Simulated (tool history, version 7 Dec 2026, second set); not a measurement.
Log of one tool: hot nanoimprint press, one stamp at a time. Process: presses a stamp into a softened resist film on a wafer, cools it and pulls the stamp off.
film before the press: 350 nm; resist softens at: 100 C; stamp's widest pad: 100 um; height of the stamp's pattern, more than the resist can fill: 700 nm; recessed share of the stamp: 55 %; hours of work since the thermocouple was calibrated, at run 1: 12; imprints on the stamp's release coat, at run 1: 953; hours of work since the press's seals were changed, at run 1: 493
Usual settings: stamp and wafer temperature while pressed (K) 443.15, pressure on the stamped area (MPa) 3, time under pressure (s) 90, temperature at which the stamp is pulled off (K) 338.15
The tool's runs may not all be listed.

run,hour,stamp and wafer temperature while pressed (K),pressure on the stamped area (MPa),time under pressure (s),temperature at which the stamp is pulled off (K),hours of work since the thermocouple was calibrated,imprints on the stamp's release coat,hours of work since the press's seals were changed,resist left under the stamp's widest pad (nm),greatest force while the stamp is pulled off (N)
1,0,443.15,3,90,338.15,12,953,493,175.4,223
2,18.4,443.15,3,90,338.15,22,1001,502,174.7,210
3,40.5,443.15,3,90,338.15,34,1058,514,175.7,229
4,64.7,443.15,3,90,338.15,46,1120,527,175.2,230
5,95.6,443.15,3,90,331.15,63,1200,543,175.9,243
6,132.2,443.15,3,90,338.15,82,1294,562,176.6,233
7,157.3,443.15,3,90,338.15,95,1359,576,176.1,239
8,187.9,443.15,3,90,338.15,111,1437,592,177.4,241
9,207.2,443.15,2.7,90,338.15,121,1487,602,186.8,238
10,229,443.15,2.7,90,338.15,133,1543,613,186,253
11,265.6,448.15,3.78,174,341.15,152,1638,633,108.4,238
12,302.7,448.15,3.78,174,341.15,172,1733,652,108.8,246

Forecast each of these 4 alternatives for the next run:
A,323.7,445.15,3.78,174,332.15,183,1787,663,?,?
B,323.7,432.15,2.92,147,338.15,183,1787,663,?,?
C,323.7,443.15,3.92,90,338.15,183,1787,663,?,?
D,323.7,439.15,3.19,174,341.15,183,1787,663,?,?

run,resist left under the stamp's widest pad (nm),greatest force while the stamp is pulled off (N)
A,117.8,283
B,209.5,264
C,156.1,268
D,155.8,245
Without the tool's hidden state the same runs would have given:
run,resist left under the stamp's widest pad (nm),greatest force while the stamp is pulled off (N)
A,115,192
B,206.5,179
C,152.5,182
D,152.9,167

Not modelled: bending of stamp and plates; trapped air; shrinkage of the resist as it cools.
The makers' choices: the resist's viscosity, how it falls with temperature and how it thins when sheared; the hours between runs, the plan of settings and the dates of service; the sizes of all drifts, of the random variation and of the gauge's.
